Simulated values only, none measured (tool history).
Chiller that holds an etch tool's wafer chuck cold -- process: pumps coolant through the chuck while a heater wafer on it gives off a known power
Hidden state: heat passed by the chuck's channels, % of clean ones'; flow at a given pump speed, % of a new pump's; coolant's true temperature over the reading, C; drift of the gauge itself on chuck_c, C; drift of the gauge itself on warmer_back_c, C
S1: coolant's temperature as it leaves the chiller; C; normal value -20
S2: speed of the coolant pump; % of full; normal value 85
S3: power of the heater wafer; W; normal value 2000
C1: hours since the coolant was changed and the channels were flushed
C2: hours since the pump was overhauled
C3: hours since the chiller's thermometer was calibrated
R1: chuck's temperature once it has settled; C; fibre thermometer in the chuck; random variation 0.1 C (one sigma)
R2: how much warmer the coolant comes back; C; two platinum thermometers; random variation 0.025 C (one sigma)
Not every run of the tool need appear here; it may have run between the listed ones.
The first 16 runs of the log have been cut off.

run,hour,S1,S2,S3,C1,C2,C3,R1,R2
17,1344.6,-20,85,2000,702,5624,3124,-7.3,3.95
18,1429.4,-24,69,1967,787,5709,3209,-9.3,4.96
19,1506.8,-27,67,1495,864,5786,3287,-15.7,3.81
20,1610.4,-25,68,1372,968,5890,3390,-14.7,3.43
# hour 1694.6: gauge calibrated
21,1695.1,-25,71,1372,1053,5974,3475,-14.9,3.46
22,1745.2,-25,77,2000,1103,6024,3525,-11.4,4.63
23,1846.8,-20,72,2018,1204,6126,3627,-5.3,4.97
24,1940.3,-20,91,1699,1298,6219,3720,-9.4,3.3
25,2012.5,-20,91,1699,1370,6292,3792,-9.7,3.3
26,2083,-20,69,2000,1441,6362,3863,-5.2,5.15
27,2168,-20,69,2000,1525,6447,3948,-5,5.18
28,2281.7,-20,74,2000,1639,6561,4062,-5.8,4.71
29,2358.5,-20,90,1653,1716,6638,4138,-9.9,3.17
30,2452.1,-20,90,2649,1810,6731,4232,-3.7,5.14
31,2524.4,-20,62,2649,1882,6804,4304,1.4,7.56

Here are 5 independent what-if runs from the current tool condition. What would each one return?
A,2579.2,-23,85,1643,1937,6858,4359,?,?
B,2579.2,-20,85,1165,1937,6858,4359,?,?
C,2579.2,-23,62,2649,1937,6858,4359,?,?
D,2579.2,-14,63,1492,1937,6858,4359,?,?
E,2579.2,-13,66,2000,1937,6858,4359,?,?

run,R1,R2
A,-12.2,3.33
B,-12.5,2.32
C,-1.7,7.53
D,-2,4.12
E,2.5,5.34
With no hidden state in the tool, these same runs would have given:
run,R1,R2
A,-12.3,3.43
B,-12.5,2.42
C,-1.7,7.62
D,-2,4.21
E,2.5,5.44
